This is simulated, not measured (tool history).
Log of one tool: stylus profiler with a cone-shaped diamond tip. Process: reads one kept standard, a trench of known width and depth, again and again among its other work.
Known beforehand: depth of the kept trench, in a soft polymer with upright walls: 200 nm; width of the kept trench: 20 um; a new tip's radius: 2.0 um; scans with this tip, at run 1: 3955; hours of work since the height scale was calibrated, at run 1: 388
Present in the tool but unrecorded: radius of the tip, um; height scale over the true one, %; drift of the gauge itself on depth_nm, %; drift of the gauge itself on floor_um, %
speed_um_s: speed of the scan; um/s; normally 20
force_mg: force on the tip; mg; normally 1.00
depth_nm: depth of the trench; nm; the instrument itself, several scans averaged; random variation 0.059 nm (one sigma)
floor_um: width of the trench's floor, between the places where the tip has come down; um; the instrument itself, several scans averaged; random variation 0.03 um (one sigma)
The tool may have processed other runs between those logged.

run	hour	speed_um_s	force_mg	scans with this tip	hours of work since the height scale was calibrated	depth_nm	floor_um
1	0.0	20	1.00	3955	388	201.08	18.09
2	29.5	20	1.00	4087	401	201.07	18.19
3	52.4	20	1.00	4188	411	200.99	18.12
4	70.1	20	1.00	4267	418	201.03	18.15
5	94.8	20	0.53	4377	429	200.71	18.07
6	124.4	20	1.00	4509	442	200.96	18.10
7	147.8	10	1.00	4613	452	200.99	18.19
8	182.2	10	1.00	4766	467	201.03	18.19
9	211.8	18	1.00	4898	480	201.08	18.15
10	238.0	18	1.00	5014	491	201.03	18.12
11	270.3	20	1.00	5158	506	200.98	18.09
12	298.7	20	1.09	5284	518	201.06	18.17
13	323.2	20	0.48	5393	529	200.58	18.09
14	339.8	20	1.00	5467	536	201.01	18.14
15	372.3	18	1.00	5612	550	201.06	18.17
16	401.3	18	1.00	5740	563	201.03	18.13
17	433.7	18	1.00	5885	577	201.09	18.15
18	462.2	18	1.00	6012	589	201.06	18.10
19	488.8	18	1.00	6130	601	201.06	18.16
20	523.2	18	1.00	6283	616	201.09	18.17
21	548.1	18	1.00	6393	627	201.05	18.13
22	563.6	20	0.54	6463	633	200.67	18.06
23	592.3	20	0.54	6590	646	200.77	18.10
24	618.1	20	0.54	6705	657	200.65	18.09
25	648.9	9	2.37	6842	671	201.93	18.17
26	681.7	7	2.70	6988	685	201.97	18.20
27	709.5	7	2.25	7112	697	201.84	18.24
28	725.9	7	2.25	7185	704	201.81	18.20
29	752.8	7	2.25	7304	716	201.76	18.29
30	768.9	20	0.35	7376	723	200.41	18.07
31	788.2	20	0.35	7462	731	200.48	18.05
32	804.4	20	2.83	7534	738	202.15	18.22
33	836.7	20	2.83	7677	753	202.03	18.15
34	864.1	20	2.83	7799	765	202.18	18.17
35	900.0	20	1.89	7959	780	201.65	18.18
36	918.9	76	2.87	8043	788	202.05	17.97
37	955.3	21	0.78	8205	804	200.94	18.12
38	987.4	32	0.70	8348	818	200.80	18.03
39	1012.4	32	0.70	8459	829	200.84	18.09
40	1033.9	32	0.70	8555	839	200.77	18.04
41	1064.7	29	0.37	8692	852	200.54	17.96
42	1085.5	9	0.86	8784	861	200.95	18.20
43	1114.9	67	0.38	8915	874	200.57	17.57
44	1139.4	13	1.14	9024	885	201.08	18.18
45	1155.4	20	0.58	9095	891	200.69	18.12
46	1180.3	20	0.58	9206	902	200.65	18.11

Alternative continuations, all from the tool just after run 46; predict every row:
A	1209.6	20	1.25	9336	915	?	?
B	1209.6	31	0.40	9336	915	?	?
C	1209.6	6	1.00	9336	915	?	?
D	1209.6	8	1.67	9336	915	?	?

run	depth_nm	floor_um
A	201.26	18.14
B	200.50	17.92
C	201.03	18.16
D	201.41	18.18
Take away the tool's hidden state, keep each run's random variation, and the runs would have read:
run	depth_nm	floor_um
A	201.27	18.16
B	200.50	17.94
C	201.04	18.18
D	201.42	18.21
